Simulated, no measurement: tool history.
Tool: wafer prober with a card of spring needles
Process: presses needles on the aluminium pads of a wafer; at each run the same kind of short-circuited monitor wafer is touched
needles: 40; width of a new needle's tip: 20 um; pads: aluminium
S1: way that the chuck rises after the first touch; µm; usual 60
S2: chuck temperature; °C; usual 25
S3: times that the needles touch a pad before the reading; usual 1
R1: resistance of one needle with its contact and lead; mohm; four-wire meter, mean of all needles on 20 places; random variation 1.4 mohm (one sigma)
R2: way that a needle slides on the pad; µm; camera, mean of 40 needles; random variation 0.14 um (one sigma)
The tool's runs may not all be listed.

Run 1, hour 0.0: usual settings. Result: R1 190 mohm, R2 11.24 µm.
At hour 5.0: tips cleaned on abrasive film.
At hour 13.3: tips cleaned on abrasive film.
At hour 21.5: tips cleaned on abrasive film.
At hour 29.8: tips cleaned on abrasive film.
At hour 38.1: tips cleaned on abrasive film.
At hour 44.7: tips cleaned on abrasive film.
At hour 51.4: tips cleaned on abrasive film.
At hour 59.6: tips cleaned on abrasive film.
Run 2, hour 61.0: usual settings but S1 44 µm. Result: R1 201 mohm, R2 7.74 µm.
At hour 67.6: tips cleaned on abrasive film.
At hour 75.9: tips cleaned on abrasive film.
At hour 84.2: tips cleaned on abrasive film.
At hour 92.5: tips cleaned on abrasive film.
At hour 100.7: tips cleaned on abrasive film.
At hour 107.4: tips cleaned on abrasive film.
Run 3, hour 113.3: usual settings. Result: R1 226 mohm, R2 10.42 µm.
At hour 115.1: tips cleaned on abrasive film.
At hour 123.3: tips cleaned on abrasive film.
At hour 130.0: tips cleaned on abrasive film.
At hour 136.6: tips cleaned on abrasive film.
At hour 144.9: tips cleaned on abrasive film.
At hour 151.5: tips cleaned on abrasive film.
At hour 159.8: tips cleaned on abrasive film.
At hour 168.1: tips cleaned on abrasive film.
At hour 174.7: tips cleaned on abrasive film.
At hour 181.3: tips cleaned on abrasive film.
At hour 189.6: tips cleaned on abrasive film.
At hour 196.3: tips cleaned on abrasive film.
Run 4, hour 196.7: usual settings but S2 32 °C. Result: R1 154 mohm, R2 10.17 µm.
At hour 203.3: tips cleaned on abrasive film.
At hour 210.0: tips cleaned on abrasive film.
At hour 215.2: height of the first contact set anew.
At hour 218.6: tips cleaned on abrasive film.
At hour 226.8: tips cleaned on abrasive film.
At hour 233.5: tips cleaned on abrasive film.
At hour 240.1: tips cleaned on abrasive film.
At hour 248.4: tips cleaned on abrasive film.
At hour 256.6: tips cleaned on abrasive film.
At hour 264.9: tips cleaned on abrasive film.
At hour 273.2: tips cleaned on abrasive film.
Run 5, hour 276.6: usual settings but S1 43 µm, S2 32 °C. Result: R1 233 mohm, R2 8.23 µm.
At hour 280.0: tips cleaned on abrasive film.
At hour 286.6: tips cleaned on abrasive film.
At hour 294.9: tips cleaned on abrasive film.
At hour 303.2: tips cleaned on abrasive film.
At hour 311.4: tips cleaned on abrasive film.
At hour 318.1: tips cleaned on abrasive film.
At hour 326.3: tips cleaned on abrasive film.
At hour 333.0: tips cleaned on abrasive film.
At hour 341.3: tips cleaned on abrasive film.
Run 6, hour 341.3: usual settings but S1 43 µm, S2 32 °C. Result: R1 162 mohm, R2 8.10 µm.
At hour 348.0: tips cleaned on abrasive film.
At hour 354.6: tips cleaned on abrasive film.
At hour 361.3: tips cleaned on abrasive film.
At hour 369.5: tips cleaned on abrasive film.
At hour 376.2: tips cleaned on abrasive film.
At hour 384.4: tips cleaned on abrasive film.
At hour 392.7: tips cleaned on abrasive film.
At hour 401.0: tips cleaned on abrasive film.
At hour 407.6: tips cleaned on abrasive film.
At hour 414.3: tips cleaned on abrasive film.
Run 7, hour 419.4: usual settings but S1 43 µm, S2 32 °C. Result: R1 314 mohm, R2 7.67 µm.
At hour 421.1: tips cleaned on abrasive film.
At hour 429.4: tips cleaned on abrasive film.
At hour 437.7: tips cleaned on abrasive film.
At hour 444.3: tips cleaned on abrasive film.
At hour 452.6: tips cleaned on abrasive film.
At hour 460.9: tips cleaned on abrasive film.
At hour 469.1: tips cleaned on abrasive film.
At hour 477.4: tips cleaned on abrasive film.
At hour 484.0: tips cleaned on abrasive film.
At hour 492.3: tips cleaned on abrasive film.
At hour 500.6: tips cleaned on abrasive film.
At hour 507.2: tips cleaned on abrasive film.
Run 8, hour 511.3: usual settings but S1 43 µm, S2 32 °C. Result: R1 294 mohm, R2 7.29 µm.
At hour 514.6: tips cleaned on abrasive film.
At hour 522.9: tips cleaned on abrasive film.
At hour 531.2: tips cleaned on abrasive film.
At hour 539.5: tips cleaned on abrasive film.
At hour 546.1: tips cleaned on abrasive film.
Run 9, hour 550.5: usual settings but S1 43 µm, S2 32 °C. Result: R1 307 mohm, R2 7.39 µm.
At hour 553.9: tips cleaned on abrasive film.
At hour 560.5: tips cleaned on abrasive film.
At hour 567.2: tips cleaned on abrasive film.
At hour 573.8: tips cleaned on abrasive film.
At hour 582.1: tips cleaned on abrasive film.
At hour 588.7: tips cleaned on abrasive film.
At hour 597.0: tips cleaned on abrasive film.
At hour 603.6: tips cleaned on abrasive film.
Run 10, hour 605.6: usual settings but S3 2. Result: R1 161 mohm, R2 10.53 µm.
At hour 610.6: tips cleaned on abrasive film.
At hour 617.2: tips cleaned on abrasive film.
At hour 625.5: tips cleaned on abrasive film.
At hour 632.1: tips cleaned on abrasive film.
At hour 640.4: tips cleaned on abrasive film.
At hour 647.0: tips cleaned on abrasive film.
At hour 655.3: tips cleaned on abrasive film.
At hour 667.3: card fitted with new needles.
At hour 673.9: tips cleaned on abrasive film.
At hour 682.2: tips cleaned on abrasive film.
Run 11, hour 684.6: usual settings but S3 2. Result: R1 143 mohm, R2 11.45 µm.
At hour 689.6: tips cleaned on abrasive film.
At hour 696.2: tips cleaned on abrasive film.
At hour 702.9: tips cleaned on abrasive film.
At hour 709.5: tips cleaned on abrasive film.
At hour 717.8: tips cleaned on abrasive film.
At hour 726.1: tips cleaned on abrasive film.
At hour 734.3: tips cleaned on abrasive film.
At hour 742.6: tips cleaned on abrasive film.
Run 12, hour 746.1: usual settings but S1 55 µm, S2 41 °C, S3 2. Result: R1 150 mohm, R2 10.56 µm.
At hour 749.5: tips cleaned on abrasive film.
At hour 757.8: tips cleaned on abrasive film.
At hour 766.0: tips cleaned on abrasive film.
At hour 772.7: tips cleaned on abrasive film.
At hour 780.9: tips cleaned on abrasive film.
At hour 789.2: tips cleaned on abrasive film.
At hour 795.8: tips cleaned on abrasive film.
At hour 804.1: tips cleaned on abrasive film.
At hour 812.4: tips cleaned on abrasive film.
At hour 819.0: tips cleaned on abrasive film.
Run 13, hour 822.7: usual settings but S1 57 µm, S2 30 °C. Result: R1 165 mohm, R2 10.54 µm.
At hour 826.1: tips cleaned on abrasive film.
At hour 834.4: tips cleaned on abrasive film.
At hour 842.6: tips cleaned on abrasive film.
At hour 849.3: tips cleaned on abrasive film.
At hour 857.5: tips cleaned on abrasive film.
At hour 865.8: tips cleaned on abrasive film.
At hour 874.1: tips cleaned on abrasive film.
At hour 881.4: tips cleaned on abrasive film.
Run 14, hour 881.4: usual settings but S1 59 µm, S2 41 °C, S3 2. Result: R1 136 mohm, R2 10.74 µm.
At hour 889.7: tips cleaned on abrasive film.
At hour 896.3: tips cleaned on abrasive film.
At hour 904.6: tips cleaned on abrasive film.
At hour 911.3: tips cleaned on abrasive film.
At hour 917.9: tips cleaned on abrasive film.
At hour 926.2: tips cleaned on abrasive film.
At hour 932.8: tips cleaned on abrasive film.
At hour 941.1: tips cleaned on abrasive film.
At hour 949.3: tips cleaned on abrasive film.
Run 15, hour 952.5: usual settings but S1 59 µm, S2 41 °C, S3 2. Result: R1 152 mohm, R2 10.60 µm.
At hour 957.5: tips cleaned on abrasive film.
At hour 964.1: tips cleaned on abrasive film.
At hour 972.4: tips cleaned on abrasive film.
At hour 980.7: tips cleaned on abrasive film.
At hour 987.3: tips cleaned on abrasive film.
At hour 995.6: tips cleaned on abrasive film.
At hour 1003.9: tips cleaned on abrasive film.
Run 16, hour 1004.4: usual settings but S1 78 µm, S2 41 °C, S3 2. Result: R1 133 mohm, R2 14.00 µm.
At hour 1011.0: tips cleaned on abrasive film.
At hour 1017.7: tips cleaned on abrasive film.
At hour 1024.3: tips cleaned on abrasive film.
At hour 1032.6: tips cleaned on abrasive film.
At hour 1040.8: tips cleaned on abrasive film.
At hour 1047.5: tips cleaned on abrasive film.
At hour 1055.8: tips cleaned on abrasive film.
At hour 1064.0: tips cleaned on abrasive film.
At hour 1070.7: tips cleaned on abrasive film.
Run 17, hour 1074.3: usual settings but S1 61 µm. Result: R1 167 mohm, R2 10.51 µm.

3 ways to go on from here, each from the tool as it stands after run 17. What would each give?
At hour 1077.7: tips cleaned on abrasive film.
At hour 1085.9: tips cleaned on abrasive film.
At hour 1094.2: tips cleaned on abrasive film.
At hour 1100.8: tips cleaned on abrasive film.
At hour 1107.5: tips cleaned on abrasive film.
At hour 1114.1: tips cleaned on abrasive film.
At hour 1120.8: tips cleaned on abrasive film.
At hour 1121.1: height of the first contact set anew.
At hour 1128.1: tips cleaned on abrasive film.
Run A, hour 1128.1: usual settings but S1 44 µm, S2 47 °C. Result: R1 ?, R2 ?.
At hour 1077.7: tips cleaned on abrasive film.
At hour 1085.9: tips cleaned on abrasive film.
At hour 1094.2: tips cleaned on abrasive film.
At hour 1100.8: tips cleaned on abrasive film.
At hour 1107.5: tips cleaned on abrasive film.
At hour 1114.1: tips cleaned on abrasive film.
At hour 1120.8: tips cleaned on abrasive film.
At hour 1121.1: height of the first contact set anew.
At hour 1128.1: tips cleaned on abrasive film.
Run B, hour 1128.1: usual settings but S1 74 µm. Result: R1 ?, R2 ?.
At hour 1077.7: tips cleaned on abrasive film.
At hour 1085.9: tips cleaned on abrasive film.
At hour 1094.2: tips cleaned on abrasive film.
At hour 1100.8: tips cleaned on abrasive film.
At hour 1107.5: tips cleaned on abrasive film.
At hour 1114.1: tips cleaned on abrasive film.
At hour 1120.8: tips cleaned on abrasive film.
At hour 1121.1: height of the first contact set anew.
At hour 1128.1: tips cleaned on abrasive film.
Run C, hour 1128.1: usual settings but S1 41 µm, S2 47 °C. Result: R1 ?, R2 ?.

run   R1     R2
  A  141   8.66
  B  125  14.52
  C  139   7.99
Without the tool's hidden state the same runs would have given:
run   R1     R2
  A  135   8.68
  B  123  14.54
  C  132   8.01
